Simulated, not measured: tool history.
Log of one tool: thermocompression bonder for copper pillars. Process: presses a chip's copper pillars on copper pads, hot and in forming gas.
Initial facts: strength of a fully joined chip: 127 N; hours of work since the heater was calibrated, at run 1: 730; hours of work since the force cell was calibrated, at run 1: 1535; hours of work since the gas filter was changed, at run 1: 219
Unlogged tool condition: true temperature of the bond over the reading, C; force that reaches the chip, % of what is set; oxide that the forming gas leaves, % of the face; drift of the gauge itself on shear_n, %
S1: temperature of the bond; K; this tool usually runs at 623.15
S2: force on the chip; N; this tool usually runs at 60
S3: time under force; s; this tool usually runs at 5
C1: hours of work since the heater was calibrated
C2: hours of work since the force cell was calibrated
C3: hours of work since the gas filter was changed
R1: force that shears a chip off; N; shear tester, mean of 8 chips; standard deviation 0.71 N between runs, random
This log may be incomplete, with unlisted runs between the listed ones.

| run | hour | S1 | S2 | S3 | C1 | C2 | C3 | R1 |
|---|---|---|---|---|---|---|---|---|
| 1 | 0.0 | 623.15 | 60 | 5 | 730 | 1535 | 219 | 45.2 |
|  | 33.6 | forming gas filter changed |
| 2 | 60.5 | 623.15 | 60 | 5 | 760 | 1566 | 14 | 48.3 |
| 3 | 122.0 | 623.15 | 60 | 5 | 791 | 1597 | 45 | 49.5 |
| 4 | 164.8 | 623.15 | 60 | 5 | 813 | 1618 | 66 | 48.5 |
| 5 | 219.2 | 623.15 | 76 | 5 | 841 | 1646 | 94 | 55.7 |
| 6 | 279.9 | 596.15 | 76 | 5 | 871 | 1677 | 125 | 43.4 |
| 7 | 346.0 | 647.15 | 60 | 5 | 905 | 1710 | 158 | 58.8 |
| 8 | 420.5 | 623.15 | 60 | 5 | 942 | 1748 | 196 | 46.0 |
| 9 | 479.6 | 623.15 | 60 | 5 | 972 | 1778 | 226 | 44.8 |
|  | 503.1 | forming gas filter changed |
| 10 | 555.4 | 623.15 | 60 | 5 | 1010 | 1816 | 26 | 49.5 |
| 11 | 628.6 | 623.15 | 60 | 5 | 1047 | 1853 | 64 | 49.7 |
| 12 | 696.6 | 623.15 | 60 | 5 | 1082 | 1887 | 98 | 48.8 |
| 13 | 771.6 | 623.15 | 40 | 5 | 1120 | 1925 | 136 | 33.7 |
| 14 | 805.4 | 607.15 | 60 | 5 | 1137 | 1942 | 153 | 39.6 |
| 15 | 859.2 | 607.15 | 60 | 5 | 1164 | 1969 | 180 | 38.3 |
| 16 | 930.7 | 607.15 | 60 | 5 | 1200 | 2006 | 216 | 38.0 |
|  | 972.9 | forming gas filter changed |
| 17 | 1007.1 | 623.15 | 60 | 5 | 1239 | 2044 | 17 | 50.1 |
| 18 | 1066.6 | 623.15 | 60 | 5 | 1269 | 2074 | 47 | 48.6 |
|  | 1091.8 | force cell calibrated |
| 19 | 1148.7 | 623.15 | 60 | 4 | 1310 | 29 | 88 | 45.9 |
| 20 | 1185.6 | 612.15 | 39 | 4 | 1328 | 47 | 107 | 29.3 |
| 21 | 1233.9 | 612.15 | 39 | 4 | 1353 | 72 | 131 | 28.3 |
| 22 | 1289.1 | 612.15 | 39 | 4 | 1381 | 100 | 159 | 28.8 |
| 23 | 1342.6 | 612.15 | 47 | 10 | 1408 | 127 | 186 | 47.7 |
|  | 1391.7 | heater calibrated with a thermocouple chip |
| 24 | 1407.2 | 623.15 | 39 | 5 | 8 | 159 | 218 | 32.1 |
|  | 1443.9 | forming gas filter changed |
| 25 | 1462.6 | 623.15 | 39 | 5 | 36 | 186 | 9 | 35.3 |
| 26 | 1537.8 | 624.15 | 66 | 5 | 74 | 224 | 48 | 52.8 |
| 27 | 1617.6 | 624.15 | 66 | 5 | 114 | 265 | 88 | 51.6 |
| 28 | 1684.0 | 649.15 | 69 | 4 | 148 | 298 | 121 | 62.3 |
| 29 | 1730.7 | 623.15 | 41 | 8 | 171 | 322 | 145 | 42.0 |
| 30 | 1799.3 | 623.15 | 53 | 12 | 206 | 357 | 180 | 57.8 |
| 31 | 1861.2 | 623.15 | 53 | 12 | 237 | 388 | 211 | 56.1 |
|  | 1910.8 | forming gas filter changed |
| 32 | 1943.6 | 607.15 | 39 | 4 | 279 | 429 | 17 | 25.5 |
| 33 | 2002.9 | 625.15 | 40 | 12 | 309 | 459 | 47 | 51.3 |
| 34 | 2064.0 | 620.15 | 36 | 3 | 340 | 490 | 77 | 24.3 |
| 35 | 2098.3 | 645.15 | 56 | 4 | 357 | 508 | 95 | 52.1 |
| 36 | 2145.4 | 645.15 | 56 | 4 | 381 | 531 | 119 | 52.1 |
| 37 | 2223.5 | 615.15 | 67 | 5 | 420 | 571 | 158 | 46.2 |
| 38 | 2291.0 | 625.15 | 50 | 5 | 454 | 605 | 192 | 42.3 |

Consider 5 possible next runs. They are alternatives, not a sequence: every one starts from the tool as it was left by run 38. What does each give?
| A | 2364.1 | 607.15 | 41 | 3 | 491 | 642 | 229 | ? |
| B | 2364.1 | 650.15 | 77 | 3 | 491 | 642 | 229 | ? |
| C | 2364.1 | 645.15 | 41 | 5 | 491 | 642 | 229 | ? |
| D | 2364.1 | 625.15 | 40 | 5 | 491 | 642 | 229 | ? |
| E | 2364.1 | 623.15 | 88 | 5 | 491 | 642 | 229 | ? |

| run | R1 |
|---|---|
| A | 21.7 |
| B | 58.3 |
| C | 41.2 |
| D | 33.6 |
| E | 58.7 |
With no hidden state in the tool, these same runs would have given:
| run | R1 |
|---|---|
| A | 23.8 |
| B | 64.3 |
| C | 45.5 |
| D | 36.9 |
| E | 64.6 |
